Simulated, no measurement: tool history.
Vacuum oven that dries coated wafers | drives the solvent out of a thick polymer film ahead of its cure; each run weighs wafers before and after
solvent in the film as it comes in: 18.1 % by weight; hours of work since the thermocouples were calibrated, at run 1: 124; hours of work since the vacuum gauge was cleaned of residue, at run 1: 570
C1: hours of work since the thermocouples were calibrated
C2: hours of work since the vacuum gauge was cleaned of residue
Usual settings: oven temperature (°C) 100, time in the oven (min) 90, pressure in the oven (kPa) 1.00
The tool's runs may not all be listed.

Run 1, hour 0.0: usual settings; C1 124; C2 570. Result: solvent left in the film (%) 4.36.
Run 2, hour 28.3: usual settings; C1 139; C2 585. Result: solvent left in the film (%) 4.36.
Run 3, hour 44.2: usual settings; C1 148; C2 594. Result: solvent left in the film (%) 4.36.
Run 4, hour 57.7: usual settings; C1 155; C2 601. Result: solvent left in the film (%) 4.38.
Run 5, hour 86.0: usual settings; C1 169; C2 615. Result: solvent left in the film (%) 4.36.
Run 6, hour 115.1: usual settings but oven temperature (°C) 94, time in the oven (min) 50, pressure in the oven (kPa) 1.02; C1 185; C2 631. Result: solvent left in the film (%) 8.76.
Run 7, hour 132.5: usual settings but oven temperature (°C) 94, time in the oven (min) 50, pressure in the oven (kPa) 1.02; C1 194; C2 640. Result: solvent left in the film (%) 8.77.
Run 8, hour 160.1: usual settings but oven temperature (°C) 96, time in the oven (min) 119, pressure in the oven (kPa) 0.81; C1 208; C2 654. Result: solvent left in the film (%) 3.84.

Run 9 comes next. What will it give?
Run 9, hour 178.0: usual settings but oven temperature (°C) 115, time in the oven (min) 81; C1 218; C2 664. Result: solvent left in the film (%) ?.

{"run 9": {"solvent left in the film (%)": 1.88}}
Without the tool's hidden state the same run would have given solvent left in the film (%) 1.90.
